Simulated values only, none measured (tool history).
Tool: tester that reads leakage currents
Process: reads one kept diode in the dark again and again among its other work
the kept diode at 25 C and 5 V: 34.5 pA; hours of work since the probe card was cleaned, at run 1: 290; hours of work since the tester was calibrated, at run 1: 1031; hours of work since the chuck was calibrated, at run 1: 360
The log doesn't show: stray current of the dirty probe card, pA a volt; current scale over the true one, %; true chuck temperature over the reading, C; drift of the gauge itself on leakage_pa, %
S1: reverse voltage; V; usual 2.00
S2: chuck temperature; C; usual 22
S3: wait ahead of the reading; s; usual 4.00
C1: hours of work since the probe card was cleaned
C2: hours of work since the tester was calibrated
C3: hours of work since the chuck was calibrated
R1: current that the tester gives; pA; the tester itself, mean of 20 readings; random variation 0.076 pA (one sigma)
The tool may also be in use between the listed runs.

Run 1, day 0.000: usual settings; C1 290; C2 1031; C3 360. Result: R1 18.77 pA.
Run 2, day 1.779: usual settings but S3 0.82 s; C1 310; C2 1051; C3 380. Result: R1 19.10 pA.
Run 3, day 4.792: usual settings but S3 2.53 s; C1 344; C2 1085; C3 413. Result: R1 18.84 pA.
Run 4, day 8.096: usual settings but S2 59 C; C1 381; C2 1122; C3 451. Result: R1 425.42 pA.
Run 5, day 11.517: usual settings but S1 7.79 V; C1 420; C2 1160; C3 489. Result: R1 29.96 pA.
Run 6, day 13.433: usual settings but S1 7.79 V; C1 441; C2 1182; C3 511. Result: R1 30.21 pA.
Run 7, day 16.658: usual settings but S1 1.18 V; C1 478; C2 1218; C3 547. Result: R1 15.53 pA.
Run 8, day 20.696: usual settings but S1 1.15 V; C1 523; C2 1264; C3 592. Result: R1 15.30 pA.
Run 9, day 23.683: usual settings but S1 1.15 V; C1 557; C2 1297; C3 626. Result: R1 15.25 pA.
Run 10, day 25.604: usual settings; C1 578; C2 1319; C3 648. Result: R1 18.39 pA.
Run 11, day 27.788: usual settings; C1 603; C2 1344; C3 672. Result: R1 18.37 pA.
Run 12, day 31.579: usual settings; C1 646; C2 1386; C3 715. Result: R1 18.34 pA.
Run 13, day 33.871: usual settings but S2 57 C; C1 671; C2 1412; C3 741. Result: R1 357.38 pA.
Run 14, day 36.025: usual settings but S2 57 C, S3 0.57 s; C1 696; C2 1436; C3 765. Result: R1 355.71 pA.
Run 15, day 38.525: usual settings but S1 1.53 V, S3 1.40 s; C1 724; C2 1464; C3 793. Result: R1 16.81 pA.
Run 16, day 40.446: usual settings but S1 1.53 V, S3 1.40 s; C1 745; C2 1486; C3 815. Result: R1 16.78 pA.
Run 17, day 44.038: usual settings but S1 3.04 V, S3 4.29 s; C1 786; C2 1526; C3 855. Result: R1 21.03 pA.
Run 18, day 47.258: usual settings but S1 16.93 V, S2 59 C, S3 6.40 s; C1 822; C2 1563; C3 891. Result: R1 838.14 pA.
Run 19, day 49.092: usual settings but S1 2.01 V, S2 24 C, S3 4.02 s; C1 843; C2 1583; C3 912. Result: R1 21.80 pA.
Run 20, day 51.912: usual settings but S1 17.24 V; C1 874; C2 1615; C3 944. Result: R1 40.82 pA.
Run 21, day 54.925: usual settings but S1 4.70 V, S2 21 C, S3 0.71 s; C1 908; C2 1649; C3 978. Result: R1 23.33 pA.
Run 22, day 58.771: usual settings but S2 44 C; C1 952; C2 1692; C3 1021. Result: R1 124.25 pA.
Run 23, day 62.217: usual settings but S1 9.84 V, S2 44 C, S3 0.46 s; C1 990; C2 1731; C3 1060. Result: R1 216.52 pA.
Run 24, day 63.917: usual settings but S1 19.68 V, S2 44 C, S3 0.46 s; C1 1010; C2 1750; C3 1079. Result: R1 275.41 pA.
Run 25, day 65.904: usual settings but S1 19.68 V, S2 44 C, S3 0.46 s; C1 1032; C2 1773; C3 1101. Result: R1 274.86 pA.
Run 26, day 69.646: usual settings but S1 19.68 V, S2 44 C, S3 0.46 s; C1 1074; C2 1815; C3 1143. Result: R1 274.61 pA.
Run 27, day 72.083: usual settings but S1 12.05 V, S3 5.22 s; C1 1102; C2 1842; C3 1171. Result: R1 35.44 pA.
Run 28, day 76.046: usual settings but S1 12.05 V, S2 55 C, S3 1.97 s; C1 1146; C2 1887; C3 1216. Result: R1 542.22 pA.

Forecast each of these 4 alternatives for the next run:
Run A, day 78.700: usual settings but S1 12.05 V, S2 50 C, S3 0.41 s; C1 1176; C2 1917; C3 1245. Result: R1 ?.
Run B, day 78.700: usual settings but S1 16.07 V, S2 28 C; C1 1176; C2 1917; C3 1245. Result: R1 ?.
Run C, day 78.700: usual settings but S2 29 C, S3 1.08 s; C1 1176; C2 1917; C3 1245. Result: R1 ?.
Run D, day 78.700: usual settings but S1 4.98 V, S2 35 C, S3 0.35 s; C1 1176; C2 1917; C3 1245. Result: R1 ?.

run      R1
  A  369.89
  B   65.96
  C   33.73
  D   80.63
Without the tool's hidden state the same runs would have given:
run      R1
  A  402.89
  B   68.01
  C   36.89
  D   87.63

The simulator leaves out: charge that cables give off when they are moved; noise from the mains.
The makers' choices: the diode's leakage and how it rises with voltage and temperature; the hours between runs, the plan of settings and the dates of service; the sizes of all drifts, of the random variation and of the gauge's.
